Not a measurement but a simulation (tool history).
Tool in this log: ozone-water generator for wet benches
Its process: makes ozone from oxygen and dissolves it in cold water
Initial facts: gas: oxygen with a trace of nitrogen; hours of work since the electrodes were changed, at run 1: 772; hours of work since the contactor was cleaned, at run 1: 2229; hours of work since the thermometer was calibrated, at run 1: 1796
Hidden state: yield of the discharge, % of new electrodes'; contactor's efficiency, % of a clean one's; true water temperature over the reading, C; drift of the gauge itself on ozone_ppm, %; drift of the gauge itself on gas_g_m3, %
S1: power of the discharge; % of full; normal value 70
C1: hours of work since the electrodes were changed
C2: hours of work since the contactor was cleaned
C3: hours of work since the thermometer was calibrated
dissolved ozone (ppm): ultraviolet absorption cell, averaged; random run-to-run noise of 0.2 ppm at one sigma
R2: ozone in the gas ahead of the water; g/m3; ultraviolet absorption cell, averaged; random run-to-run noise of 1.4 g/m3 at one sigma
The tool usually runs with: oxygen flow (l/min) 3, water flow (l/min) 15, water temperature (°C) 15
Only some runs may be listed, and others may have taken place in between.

{"run": 1, "hour": 0.0, "S1": 70, "oxygen flow (l/min)": 3, "water flow (l/min)": 15, "water temperature (°C)": 15, "C1": 772, "C2": 2229, "C3": 1796, "dissolved ozone (ppm)": 25.5, "R2": 245.6}
{"run": 2, "hour": 38.7, "S1": 70, "oxygen flow (l/min)": 3, "water flow (l/min)": 15, "water temperature (°C)": 15, "C1": 806, "C2": 2263, "C3": 1830, "dissolved ozone (ppm)": 25.9, "R2": 246.4}
{"run": 3, "hour": 103.3, "S1": 70, "oxygen flow (l/min)": 3, "water flow (l/min)": 15, "water temperature (°C)": 15, "C1": 864, "C2": 2320, "C3": 1887, "dissolved ozone (ppm)": 25.7, "R2": 246.5}
{"run": 4, "hour": 155.6, "S1": 70, "oxygen flow (l/min)": 3, "water flow (l/min)": 15, "water temperature (°C)": 15, "C1": 910, "C2": 2367, "C3": 1933, "dissolved ozone (ppm)": 25.5, "R2": 245}
{"run": 5, "hour": 222.8, "S1": 70, "oxygen flow (l/min)": 3, "water flow (l/min)": 15, "water temperature (°C)": 12, "C1": 969, "C2": 2426, "C3": 1993, "dissolved ozone (ppm)": 26, "R2": 242.9}
{"run": 6, "hour": 262.1, "S1": 70, "oxygen flow (l/min)": 3, "water flow (l/min)": 15, "water temperature (°C)": 12, "C1": 1004, "C2": 2461, "C3": 2027, "dissolved ozone (ppm)": 26.2, "R2": 244.6}
{"run": 7, "hour": 329.1, "S1": 70, "oxygen flow (l/min)": 3, "water flow (l/min)": 15, "water temperature (°C)": 12, "C1": 1063, "C2": 2520, "C3": 2087, "dissolved ozone (ppm)": 25.8, "R2": 243.5}
{"run": 8, "hour": 397.0, "S1": 70, "oxygen flow (l/min)": 3, "water flow (l/min)": 15, "water temperature (°C)": 15, "C1": 1123, "C2": 2580, "C3": 2146, "dissolved ozone (ppm)": 25, "R2": 239.7}
{"run": 9, "hour": 457.6, "S1": 70, "oxygen flow (l/min)": 3, "water flow (l/min)": 15, "water temperature (°C)": 15, "C1": 1177, "C2": 2634, "C3": 2200, "dissolved ozone (ppm)": 24.8, "R2": 239.1}
{"run": 10, "hour": 530.0, "S1": 70, "oxygen flow (l/min)": 3, "water flow (l/min)": 15, "water temperature (°C)": 15, "C1": 1241, "C2": 2697, "C3": 2264, "dissolved ozone (ppm)": 24.8, "R2": 240.3}
{"run": 11, "hour": 570.9, "S1": 60, "oxygen flow (l/min)": 3, "water flow (l/min)": 15, "water temperature (°C)": 15, "C1": 1277, "C2": 2734, "C3": 2300, "dissolved ozone (ppm)": 22.3, "R2": 215.9}
{"run": 12, "hour": 628.3, "S1": 70, "oxygen flow (l/min)": 3, "water flow (l/min)": 15, "water temperature (°C)": 15, "C1": 1327, "C2": 2784, "C3": 2351, "dissolved ozone (ppm)": 24.7, "R2": 237.4}
{"run": 13, "hour": 678.7, "S1": 70, "oxygen flow (l/min)": 1.85, "water flow (l/min)": 15, "water temperature (°C)": 15, "C1": 1372, "C2": 2829, "C3": 2396, "dissolved ozone (ppm)": 24.5, "R2": 328.8}
{"run": 14, "hour": 748.8, "S1": 70, "oxygen flow (l/min)": 1.85, "water flow (l/min)": 15, "water temperature (°C)": 15, "C1": 1434, "C2": 2891, "C3": 2457, "dissolved ozone (ppm)": 24.3, "R2": 327.9}
{"run": 15, "hour": 780.3, "S1": 70, "oxygen flow (l/min)": 1.85, "water flow (l/min)": 15, "water temperature (°C)": 15, "C1": 1462, "C2": 2919, "C3": 2485, "dissolved ozone (ppm)": 24.3, "R2": 329.1}
{"run": 16, "hour": 850.2, "S1": 70, "oxygen flow (l/min)": 1.85, "water flow (l/min)": 15, "water temperature (°C)": 15, "C1": 1524, "C2": 2981, "C3": 2547, "dissolved ozone (ppm)": 24.2, "R2": 324.5}
{"run": 17, "hour": 884.9, "S1": 70, "oxygen flow (l/min)": 1.85, "water flow (l/min)": 15, "water temperature (°C)": 15, "C1": 1554, "C2": 3011, "C3": 2578, "dissolved ozone (ppm)": 24.2, "R2": 327.8}
{"run": 18, "hour": 951.2, "S1": 70, "oxygen flow (l/min)": 1.85, "water flow (l/min)": 15, "water temperature (°C)": 15, "C1": 1613, "C2": 3070, "C3": 2636, "dissolved ozone (ppm)": 24.1, "R2": 326.4}
{"run": 19, "hour": 1009.2, "S1": 70, "oxygen flow (l/min)": 1.85, "water flow (l/min)": 15, "water temperature (°C)": 15, "C1": 1664, "C2": 3121, "C3": 2688, "dissolved ozone (ppm)": 24, "R2": 322.7}
{"run": 20, "hour": 1066.9, "S1": 70, "oxygen flow (l/min)": 1.85, "water flow (l/min)": 15, "water temperature (°C)": 15, "C1": 1715, "C2": 3172, "C3": 2739, "dissolved ozone (ppm)": 23.6, "R2": 323.1}
{"run": 21, "hour": 1096.4, "S1": 70, "oxygen flow (l/min)": 1.68, "water flow (l/min)": 15, "water temperature (°C)": 8, "C1": 1741, "C2": 3198, "C3": 2765, "dissolved ozone (ppm)": 24.6, "R2": 340.7}
{"run": 22, "hour": 1153.8, "S1": 70, "oxygen flow (l/min)": 1.68, "water flow (l/min)": 15, "water temperature (°C)": 8, "C1": 1792, "C2": 3249, "C3": 2815, "dissolved ozone (ppm)": 24.8, "R2": 347.7}
{"run": 23, "hour": 1210.6, "S1": 91, "oxygen flow (l/min)": 3.61, "water flow (l/min)": 15, "water temperature (°C)": 17, "C1": 1842, "C2": 3299, "C3": 2866, "dissolved ozone (ppm)": 26.4, "R2": 236.7}
{"hour": 1219.2, "done": "contactor cleaned"}
{"run": 24, "hour": 1255.8, "S1": 91, "oxygen flow (l/min)": 3.61, "water flow (l/min)": 15, "water temperature (°C)": 17, "C1": 1879, "C2": 32, "C3": 2902, "dissolved ozone (ppm)": 26, "R2": 234.4}
{"run": 25, "hour": 1313.9, "S1": 91, "oxygen flow (l/min)": 3.61, "water flow (l/min)": 15, "water temperature (°C)": 17, "C1": 1930, "C2": 84, "C3": 2953, "dissolved ozone (ppm)": 25.6, "R2": 233.4}
{"run": 26, "hour": 1361.0, "S1": 91, "oxygen flow (l/min)": 3.61, "water flow (l/min)": 15, "water temperature (°C)": 17, "C1": 1972, "C2": 125, "C3": 2995, "dissolved ozone (ppm)": 25.8, "R2": 233.9}
{"run": 27, "hour": 1400.7, "S1": 91, "oxygen flow (l/min)": 3.61, "water flow (l/min)": 16, "water temperature (°C)": 8, "C1": 2007, "C2": 160, "C3": 3030, "dissolved ozone (ppm)": 27, "R2": 231.9}
{"run": 28, "hour": 1429.9, "S1": 91, "oxygen flow (l/min)": 3.61, "water flow (l/min)": 16, "water temperature (°C)": 8, "C1": 2032, "C2": 186, "C3": 3056, "dissolved ozone (ppm)": 27.2, "R2": 234}
{"run": 29, "hour": 1462.0, "S1": 67, "oxygen flow (l/min)": 2.05, "water flow (l/min)": 15, "water temperature (°C)": 15, "C1": 2061, "C2": 215, "C3": 3084, "dissolved ozone (ppm)": 22.4, "R2": 287.9}
{"run": 30, "hour": 1496.5, "S1": 67, "oxygen flow (l/min)": 2.05, "water flow (l/min)": 15, "water temperature (°C)": 15, "C1": 2091, "C2": 245, "C3": 3115, "dissolved ozone (ppm)": 22.2, "R2": 287.2}
{"run": 31, "hour": 1528.8, "S1": 70, "oxygen flow (l/min)": 3.77, "water flow (l/min)": 12, "water temperature (°C)": 17, "C1": 2120, "C2": 274, "C3": 3143, "dissolved ozone (ppm)": 25.6, "R2": 192}
{"hour": 1550.2, "done": "contactor cleaned, once more"}
{"run": 32, "hour": 1578.0, "S1": 80, "oxygen flow (l/min)": 3, "water flow (l/min)": 15, "water temperature (°C)": 8, "C1": 2160, "C2": 25, "C3": 3183, "dissolved ozone (ppm)": 28, "R2": 242.2}
{"run": 33, "hour": 1614.5, "S1": 70, "oxygen flow (l/min)": 3, "water flow (l/min)": 15, "water temperature (°C)": 22, "C1": 2192, "C2": 57, "C3": 3215, "dissolved ozone (ppm)": 22.1, "R2": 226.1}

For each entry between runs, how does the tool's hidden state at the last listed run before it compare with that at the first listed run after it?
Logged between run 23 and run 24: contactor cleaned (hour 1219.2)
  yield of the discharge, % of new electrodes': 88.6 -> 88.4; contactor's efficiency, % of a clean one's: 86.2 -> 83.4; true water temperature over the reading, C: 0.25 -> 0.26
  what was measured, less what the result would be without the hidden state, dissolved ozone (ppm): -5.8 -> -6.2; R2: -35.6 -> -36.2 g/m3
Logged between run 31 and run 32: contactor cleaned, once more (hour 1550.2)
  yield of the discharge, % of new electrodes': 87 -> 86.8; contactor's efficiency, % of a clean one's: 82.4 -> 98.7
  what was measured, less what the result would be without the hidden state, dissolved ozone (ppm): -5.9 -> -4.9; R2: -28.6 -> -40 g/m3
